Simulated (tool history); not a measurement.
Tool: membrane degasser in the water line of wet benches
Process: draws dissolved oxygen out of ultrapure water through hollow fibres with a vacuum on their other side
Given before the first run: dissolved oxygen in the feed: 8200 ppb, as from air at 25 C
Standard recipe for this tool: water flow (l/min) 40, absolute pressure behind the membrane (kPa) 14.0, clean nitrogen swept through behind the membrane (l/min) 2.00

run,hour,water flow (l/min),absolute pressure behind the membrane (kPa),clean nitrogen swept through behind the membrane (l/min),dissolved oxygen in the water behind the degasser (ppb),pressure that the water loses in the fibres (kPa)
1,0.0,40,14.0,2.00,486.5,65.88
2,32.3,40,14.0,2.00,483.2,66.35
3,60.2,40,14.0,2.00,490.2,65.90
4,81.0,40,14.0,2.00,490.8,65.88
5,116.8,40,14.0,2.00,489.6,66.03
6,142.2,40,14.0,2.00,488.5,65.87
7,178.1,40,14.0,2.00,490.1,66.09
8,210.9,40,14.0,3.46,311.0,66.20
9,250.1,40,14.0,3.46,309.6,66.38
10,292.2,40,14.0,0.87,921.2,66.19
11,334.5,40,14.0,2.00,486.9,66.45
12,363.2,40,14.0,2.00,488.0,66.23
13,402.3,28,14.0,2.00,353.7,46.21
14,438.0,40,14.0,2.00,487.3,66.12
15,456.8,40,14.0,2.00,490.0,66.45
16,494.6,40,14.0,2.00,490.0,66.66
17,532.3,37,17.5,0.83,1148.6,61.21
18,575.7,40,21.8,1.50,994.2,66.73
19,600.3,40,14.9,2.59,424.1,66.42
20,629.4,39,12.8,1.40,573.2,64.49
21,658.1,40,20.4,2.00,738.8,66.22
22,694.6,25,17.7,1.13,676.7,41.16
23,725.2,25,17.7,1.13,675.0,41.44
24,752.2,33,14.4,1.13,672.6,55.32
25,794.4,33,14.4,1.13,676.0,54.61
26,831.7,33,14.4,1.13,674.0,55.04
27,854.1,32,14.0,1.14,635.6,53.42
28,893.4,55,14.0,2.00,647.3,90.92
29,926.7,32,16.2,5.64,191.1,52.78
30,965.5,24,8.7,2.07,161.0,39.99
31,994.9,39,27.7,2.00,978.3,64.83
32,1025.1,39,27.7,2.00,984.1,65.48

Forecast each of these 4 alternatives for the next run:
A,1064.8,60,30.6,1.56,?,?
B,1064.8,39,15.1,2.00,?,?
C,1064.8,48,8.5,1.80,?,?
D,1064.8,25,27.7,0.97,?,?

run,dissolved oxygen in the water behind the degasser (ppb),pressure that the water loses in the fibres (kPa)
A,1802.6,100.20
B,525.7,64.66
C,345.0,79.69
D,1215.1,41.59
Without the tool's hidden state the same runs would have given:
run,dissolved oxygen in the water behind the degasser (ppb),pressure that the water loses in the fibres (kPa)
A,1782.8,99.33
B,510.8,64.09
C,325.7,78.99
D,1196.8,41.23

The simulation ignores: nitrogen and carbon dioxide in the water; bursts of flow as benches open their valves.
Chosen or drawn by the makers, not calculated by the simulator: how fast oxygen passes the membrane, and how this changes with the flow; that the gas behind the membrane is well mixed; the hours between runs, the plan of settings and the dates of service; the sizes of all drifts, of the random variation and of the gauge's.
